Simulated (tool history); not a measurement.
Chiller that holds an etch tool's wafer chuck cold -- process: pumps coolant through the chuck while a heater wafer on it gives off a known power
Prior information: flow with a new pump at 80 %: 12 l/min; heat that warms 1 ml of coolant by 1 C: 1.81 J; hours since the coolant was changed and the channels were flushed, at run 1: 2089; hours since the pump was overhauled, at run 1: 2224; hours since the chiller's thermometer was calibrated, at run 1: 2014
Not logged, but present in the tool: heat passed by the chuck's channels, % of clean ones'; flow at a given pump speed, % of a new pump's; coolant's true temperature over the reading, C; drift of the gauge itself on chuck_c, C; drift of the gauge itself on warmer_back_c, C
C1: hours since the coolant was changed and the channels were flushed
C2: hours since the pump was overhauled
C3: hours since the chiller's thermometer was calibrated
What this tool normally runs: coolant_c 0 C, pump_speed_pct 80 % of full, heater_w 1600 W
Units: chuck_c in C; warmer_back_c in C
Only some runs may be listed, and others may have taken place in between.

run 1 hour=0 | coolant_c=0 pump_speed_pct=80 heater_w=1600 | C1=2089 C2=2224 C3=2014 | chuck_c=20.1 warmer_back_c=4.56
run 2 hour=64.7 | coolant_c=0 pump_speed_pct=80 heater_w=1600 | C1=2153 C2=2289 C3=2079 | chuck_c=20.1 warmer_back_c=4.53
run 3 hour=117.4 | coolant_c=0 pump_speed_pct=71 heater_w=1600 | C1=2206 C2=2342 C3=2132 | chuck_c=21.6 warmer_back_c=5.12
run 4 hour=182.8 | coolant_c=0 pump_speed_pct=68 heater_w=1600 | C1=2271 C2=2407 C3=2197 | chuck_c=21.9 warmer_back_c=5.27
run 5 hour=267.4 | coolant_c=0 pump_speed_pct=68 heater_w=1600 | C1=2356 C2=2492 C3=2282 | chuck_c=22.2 warmer_back_c=5.31
run 6 hour=305.5 | coolant_c=0 pump_speed_pct=68 heater_w=1600 | C1=2394 C2=2530 C3=2320 | chuck_c=22.4 warmer_back_c=5.34
run 7 hour=392.8 | coolant_c=0 pump_speed_pct=68 heater_w=1600 | C1=2481 C2=2617 C3=2407 | chuck_c=22.2 warmer_back_c=5.32
run 8 hour=437.1 | coolant_c=0 pump_speed_pct=80 heater_w=1600 | C1=2526 C2=2661 C3=2451 | chuck_c=20.3 warmer_back_c=4.6
run 9 hour=500.6 | coolant_c=0 pump_speed_pct=80 heater_w=1600 | C1=2589 C2=2725 C3=2515 | chuck_c=20.6 warmer_back_c=4.58
run 10 hour=545.3 | coolant_c=0 pump_speed_pct=80 heater_w=1600 | C1=2634 C2=2770 C3=2560 | chuck_c=20.4 warmer_back_c=4.58
run 11 hour=582.2 | coolant_c=2 pump_speed_pct=80 heater_w=1600 | C1=2671 C2=2806 C3=2596 | chuck_c=22.6 warmer_back_c=4.5
run 12 hour=636.6 | coolant_c=2 pump_speed_pct=76 heater_w=1600 | C1=2725 C2=2861 C3=2651 | chuck_c=23.4 warmer_back_c=4.8
run 13 hour=701.7 | coolant_c=-10 pump_speed_pct=76 heater_w=1600 | C1=2790 C2=2926 C3=2716 | chuck_c=11.2 warmer_back_c=4.8
run 14 hour=767.6 | coolant_c=-10 pump_speed_pct=76 heater_w=1600 | C1=2856 C2=2992 C3=2782 | chuck_c=11.4 warmer_back_c=4.83
run 15 hour=857.8 | coolant_c=-10 pump_speed_pct=76 heater_w=1600 | C1=2946 C2=3082 C3=2872 | chuck_c=11.5 warmer_back_c=4.83
run 16 hour=897.4 | coolant_c=-10 pump_speed_pct=76 heater_w=1600 | C1=2986 C2=3122 C3=2912 | chuck_c=11.5 warmer_back_c=4.85
run 17 hour=977.1 | coolant_c=-10 pump_speed_pct=76 heater_w=1600 | C1=3066 C2=3201 C3=2991 | chuck_c=11.5 warmer_back_c=4.83
-- hour=1017.7 chiller's thermometer calibrated
run 18 hour=1046 | coolant_c=7 pump_speed_pct=81 heater_w=1448 | C1=3134 C2=3269 C3=28 | chuck_c=25.3 warmer_back_c=4.06
run 19 hour=1119.4 | coolant_c=0 pump_speed_pct=82 heater_w=1716 | C1=3207 C2=3343 C3=102 | chuck_c=21.5 warmer_back_c=4.81
run 20 hour=1199.6 | coolant_c=-2 pump_speed_pct=80 heater_w=910 | C1=3287 C2=3423 C3=182 | chuck_c=9.7 warmer_back_c=2.64
run 21 hour=1251.5 | coolant_c=-2 pump_speed_pct=80 heater_w=910 | C1=3339 C2=3475 C3=234 | chuck_c=9.6 warmer_back_c=2.6
run 22 hour=1293.7 | coolant_c=-3 pump_speed_pct=94 heater_w=1600 | C1=3381 C2=3517 C3=276 | chuck_c=15.7 warmer_back_c=4.03
run 23 hour=1338.2 | coolant_c=-3 pump_speed_pct=94 heater_w=1600 | C1=3426 C2=3561 C3=320 | chuck_c=15.8 warmer_back_c=3.96
run 24 hour=1413.1 | coolant_c=-3 pump_speed_pct=76 heater_w=1966 | C1=3501 C2=3636 C3=395 | chuck_c=23 warmer_back_c=5.94
run 25 hour=1492 | coolant_c=-3 pump_speed_pct=76 heater_w=1966 | C1=3580 C2=3715 C3=474 | chuck_c=23.2 warmer_back_c=6
run 26 hour=1571.1 | coolant_c=8 pump_speed_pct=61 heater_w=1600 | C1=3659 C2=3794 C3=553 | chuck_c=32.2 warmer_back_c=6.03
run 27 hour=1623.5 | coolant_c=6 pump_speed_pct=72 heater_w=1662 | C1=3711 C2=3847 C3=606 | chuck_c=28.8 warmer_back_c=5.32
run 28 hour=1672.5 | coolant_c=-8 pump_speed_pct=72 heater_w=882 | C1=3760 C2=3896 C3=655 | chuck_c=4.1 warmer_back_c=2.81
run 29 hour=1750.9 | coolant_c=-8 pump_speed_pct=72 heater_w=882 | C1=3839 C2=3974 C3=733 | chuck_c=4.5 warmer_back_c=2.89
run 30 hour=1816.6 | coolant_c=-8 pump_speed_pct=72 heater_w=899 | C1=3904 C2=4040 C3=799 | chuck_c=4.5 warmer_back_c=2.9
run 31 hour=1894.9 | coolant_c=0 pump_speed_pct=92 heater_w=1917 | C1=3982 C2=4118 C3=877 | chuck_c=23.4 warmer_back_c=4.87
run 32 hour=1937.7 | coolant_c=0 pump_speed_pct=92 heater_w=1917 | C1=4025 C2=4161 C3=920 | chuck_c=23.5 warmer_back_c=4.85
run 33 hour=1974.8 | coolant_c=0 pump_speed_pct=92 heater_w=1917 | C1=4062 C2=4198 C3=957 | chuck_c=23.3 warmer_back_c=4.97

For each entry between runs, how does the tool's hidden state at the last listed run before it compare with that at the first listed run after it?
Logged between run 17 and run 18: chiller's thermometer calibrated (hour 1017.7)
  heat passed by the chuck's channels, % of clean ones': 91.1 -> 90.9; flow at a given pump speed, % of a new pump's: 96.3 -> 96.2; coolant's true temperature over the reading, C: 0.58 -> 0
  difference, measured minus the result without the unlogged condition, chuck_c: +2.6 -> +1.9 C; warmer_back_c: +0.17 -> +0.16 C

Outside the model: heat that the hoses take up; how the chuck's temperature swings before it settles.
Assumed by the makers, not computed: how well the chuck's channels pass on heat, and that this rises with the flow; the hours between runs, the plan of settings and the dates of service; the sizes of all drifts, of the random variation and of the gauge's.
